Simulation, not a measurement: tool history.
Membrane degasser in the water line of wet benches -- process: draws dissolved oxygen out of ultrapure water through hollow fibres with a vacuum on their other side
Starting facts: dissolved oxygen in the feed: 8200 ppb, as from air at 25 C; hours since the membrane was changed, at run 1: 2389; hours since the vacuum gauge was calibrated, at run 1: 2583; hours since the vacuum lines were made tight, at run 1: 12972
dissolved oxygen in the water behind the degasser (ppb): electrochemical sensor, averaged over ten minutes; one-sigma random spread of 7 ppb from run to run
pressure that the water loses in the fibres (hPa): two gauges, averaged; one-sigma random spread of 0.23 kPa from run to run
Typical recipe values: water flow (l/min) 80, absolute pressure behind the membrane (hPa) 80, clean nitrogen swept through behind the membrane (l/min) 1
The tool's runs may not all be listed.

run    hour  water flow (l/min)  absolute pressure behind the membrane (hPa)  clean nitrogen swept through behind the membrane (l/min)  hours since the membrane was changed  hours since the vacuum gauge was calibrated  hours since the vacuum lines were made tight  dissolved oxygen in the water behind the degasser (ppb)  pressure that the water loses in the fibres (hPa)
  1       0                  80                                           80                                                         1                                  2389                                         2583                                         12972                                                    680.2                                              560.2
  2    87.4                  51                                           80                                                         1                                  2476                                         2670                                         13059                                                    458.5                                              355.5
  3   184.1                  51                                           80                                                         1                                  2573                                         2767                                         13156                                                    459.6                                              357.8
  4   260.2                  51                                           80                                                         1                                  2649                                         2843                                         13232                                                    455.8                                              356.6
      274.9  -- seals of the vacuum lines changed
  5   347.5                  74                                           80                                                         1                                  2734                                         2928                                            73                                                    639.5                                              519.9
  6   490.8                  80                                           80                                                         1                                  2877                                         3072                                           216                                                    697.6                                              559.2
  7   583.1                  83                                           80                                                         1                                  2970                                         3164                                           308                                                      725                                              584.8
  8   719.2                 105                                        189.4                                                      0.56                                  3106                                         3300                                           444                                                   2885.6                                              737.1
  9   844.4                  66                                         67.7                                                      1.53                                  3231                                         3425                                           570                                                    332.5                                              463.8
 10   971.3                 123                                        104.2                                                      1.53                                  3358                                         3552                                           696                                                   1193.6                                              861.2
 11  1080.6                  84                                         81.7                                                      0.51                                  3467                                         3661                                           806                                                   1046.7                                              592.4
 12  1182.3                  77                                         80.9                                                      0.42                                  3569                                         3763                                           907                                                   1051.6                                              541.1
 13  1289.8                  72                                           80                                                      0.69                                  3676                                         3871                                          1015                                                    769.4                                              501.4
 14  1355.6                  72                                           80                                                      0.69                                  3742                                         3936                                          1081                                                    776.6                                              503.6

Describe how what the log doesn't record of the tool's condition differs between the last listed run preceding each entry between runs and the first listed run following it.
After run 4, before run 5: seals of the vacuum lines changed (hour 274.9)
  air that leaks in behind the membrane, l/min: 0.0022 -> 0.002
